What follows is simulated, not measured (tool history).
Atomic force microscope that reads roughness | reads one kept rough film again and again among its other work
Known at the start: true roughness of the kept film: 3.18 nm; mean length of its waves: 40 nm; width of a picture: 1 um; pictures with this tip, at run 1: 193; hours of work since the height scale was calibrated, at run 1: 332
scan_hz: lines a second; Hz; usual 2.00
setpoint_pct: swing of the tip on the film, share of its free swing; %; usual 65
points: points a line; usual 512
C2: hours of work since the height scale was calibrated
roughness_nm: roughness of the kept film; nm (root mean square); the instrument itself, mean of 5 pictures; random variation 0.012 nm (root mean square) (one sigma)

run 1 hour=0.0 | scan_hz=2.00 setpoint_pct=65 points=512 | pictures_with_this_tip=193 C2=332 | roughness_nm=2.247
run 2 hour=17.5 | scan_hz=1.25 setpoint_pct=65 points=512 | pictures_with_this_tip=223 C2=344 | roughness_nm=2.256
-- hour=22.7 new tip fitted
run 3 hour=25.8 | scan_hz=1.25 setpoint_pct=65 points=512 | pictures_with_this_tip=5 C2=349 | roughness_nm=2.796
run 4 hour=41.1 | scan_hz=1.25 setpoint_pct=65 points=512 | pictures_with_this_tip=30 C2=359 | roughness_nm=2.721
run 5 hour=52.4 | scan_hz=2.00 setpoint_pct=65 points=512 | pictures_with_this_tip=49 C2=367 | roughness_nm=2.594
run 6 hour=66.2 | scan_hz=2.00 setpoint_pct=65 points=512 | pictures_with_this_tip=72 C2=376 | roughness_nm=2.518
run 7 hour=82.3 | scan_hz=2.00 setpoint_pct=65 points=512 | pictures_with_this_tip=99 C2=386 | roughness_nm=2.475
run 8 hour=97.2 | scan_hz=2.00 setpoint_pct=65 points=512 | pictures_with_this_tip=124 C2=396 | roughness_nm=2.392
run 9 hour=113.8 | scan_hz=2.00 setpoint_pct=65 points=512 | pictures_with_this_tip=152 C2=407 | roughness_nm=2.354
run 10 hour=129.9 | scan_hz=2.00 setpoint_pct=65 points=512 | pictures_with_this_tip=179 C2=418 | roughness_nm=2.282
run 11 hour=139.7 | scan_hz=2.00 setpoint_pct=65 points=512 | pictures_with_this_tip=195 C2=425 | roughness_nm=2.252
run 12 hour=150.5 | scan_hz=2.00 setpoint_pct=79 points=512 | pictures_with_this_tip=213 C2=432 | roughness_nm=2.049
run 13 hour=159.1 | scan_hz=2.00 setpoint_pct=79 points=512 | pictures_with_this_tip=228 C2=437 | roughness_nm=2.014
-- hour=160.7 new tip fitted
run 14 hour=175.8 | scan_hz=2.00 setpoint_pct=79 points=512 | pictures_with_this_tip=25 C2=448 | roughness_nm=2.470
run 15 hour=189.3 | scan_hz=2.00 setpoint_pct=79 points=512 | pictures_with_this_tip=47 C2=457 | roughness_nm=2.407
run 16 hour=208.4 | scan_hz=2.00 setpoint_pct=73 points=512 | pictures_with_this_tip=79 C2=470 | roughness_nm=2.400
run 17 hour=218.4 | scan_hz=2.00 setpoint_pct=73 points=512 | pictures_with_this_tip=96 C2=476 | roughness_nm=2.371
run 18 hour=227.6 | scan_hz=2.00 setpoint_pct=73 points=512 | pictures_with_this_tip=111 C2=483 | roughness_nm=2.336
run 19 hour=238.0 | scan_hz=2.00 setpoint_pct=73 points=512 | pictures_with_this_tip=129 C2=489 | roughness_nm=2.291
run 20 hour=255.8 | scan_hz=2.00 setpoint_pct=73 points=512 | pictures_with_this_tip=159 C2=501 | roughness_nm=2.222
run 21 hour=269.8 | scan_hz=2.00 setpoint_pct=65 points=512 | pictures_with_this_tip=182 C2=511 | roughness_nm=2.274
run 22 hour=279.1 | scan_hz=0.72 setpoint_pct=81 points=592 | pictures_with_this_tip=198 C2=517 | roughness_nm=2.265
run 23 hour=289.5 | scan_hz=0.72 setpoint_pct=81 points=592 | pictures_with_this_tip=215 C2=524 | roughness_nm=2.253
-- hour=299.4 new tip fitted
run 24 hour=308.8 | scan_hz=1.04 setpoint_pct=63 points=592 | pictures_with_this_tip=15 C2=536 | roughness_nm=2.772
run 25 hour=323.7 | scan_hz=0.53 setpoint_pct=65 points=289 | pictures_with_this_tip=40 C2=546 | roughness_nm=2.735
run 26 hour=333.8 | scan_hz=0.56 setpoint_pct=85 points=736 | pictures_with_this_tip=57 C2=553 | roughness_nm=2.610
run 27 hour=345.7 | scan_hz=2.00 setpoint_pct=81 points=512 | pictures_with_this_tip=77 C2=561 | roughness_nm=2.288
run 28 hour=354.1 | scan_hz=2.00 setpoint_pct=81 points=512 | pictures_with_this_tip=91 C2=566 | roughness_nm=2.255
run 29 hour=362.4 | scan_hz=2.00 setpoint_pct=61 points=318 | pictures_with_this_tip=105 C2=572 | roughness_nm=2.464
run 30 hour=375.2 | scan_hz=2.00 setpoint_pct=61 points=318 | pictures_with_this_tip=126 C2=580 | roughness_nm=2.406
run 31 hour=386.9 | scan_hz=2.00 setpoint_pct=61 points=318 | pictures_with_this_tip=146 C2=588 | roughness_nm=2.363
run 32 hour=399.3 | scan_hz=2.00 setpoint_pct=61 points=401 | pictures_with_this_tip=167 C2=596 | roughness_nm=2.340
run 33 hour=414.7 | scan_hz=2.00 setpoint_pct=61 points=401 | pictures_with_this_tip=192 C2=606 | roughness_nm=2.248
run 34 hour=427.6 | scan_hz=2.76 setpoint_pct=60 points=512 | pictures_with_this_tip=214 C2=615 | roughness_nm=2.194
-- hour=437.7 new tip fitted
run 35 hour=442.4 | scan_hz=1.22 setpoint_pct=65 points=512 | pictures_with_this_tip=8 C2=624 | roughness_nm=2.796
run 36 hour=453.3 | scan_hz=0.96 setpoint_pct=68 points=512 | pictures_with_this_tip=26 C2=632 | roughness_nm=2.702
run 37 hour=463.4 | scan_hz=0.96 setpoint_pct=68 points=512 | pictures_with_this_tip=43 C2=638 | roughness_nm=2.682
run 38 hour=472.5 | scan_hz=0.70 setpoint_pct=59 points=577 | pictures_with_this_tip=58 C2=644 | roughness_nm=2.683
run 39 hour=481.4 | scan_hz=0.70 setpoint_pct=62 points=355 | pictures_with_this_tip=73 C2=650 | roughness_nm=2.629
run 40 hour=493.7 | scan_hz=1.32 setpoint_pct=65 points=512 | pictures_with_this_tip=94 C2=658 | roughness_nm=2.523
run 41 hour=506.6 | scan_hz=2.00 setpoint_pct=65 points=700 | pictures_with_this_tip=115 C2=667 | roughness_nm=2.424

5 ways to go on from here, each from the tool as it stands after run 41. What would each give?
run A hour=521.1 | scan_hz=2.56 setpoint_pct=71 points=512 | pictures_with_this_tip=139 C2=677 | roughness_nm=?
run B hour=521.1 | scan_hz=2.36 setpoint_pct=62 points=402 | pictures_with_this_tip=139 C2=677 | roughness_nm=?
run C hour=521.1 | scan_hz=1.33 setpoint_pct=89 points=351 | pictures_with_this_tip=139 C2=677 | roughness_nm=?
run D hour=521.1 | scan_hz=0.53 setpoint_pct=67 points=960 | pictures_with_this_tip=139 C2=677 | roughness_nm=?
run E hour=521.1 | scan_hz=2.37 setpoint_pct=61 points=512 | pictures_with_this_tip=139 C2=677 | roughness_nm=?

run=A roughness_nm=2.239
run=B roughness_nm=2.380
run=C roughness_nm=2.159
run=D roughness_nm=2.482
run=E roughness_nm=2.394
Without the tool's hidden state the same runs would have given:
run=A roughness_nm=2.604
run=B roughness_nm=2.768
run=C roughness_nm=2.512
run=D roughness_nm=2.887
run=E roughness_nm=2.784
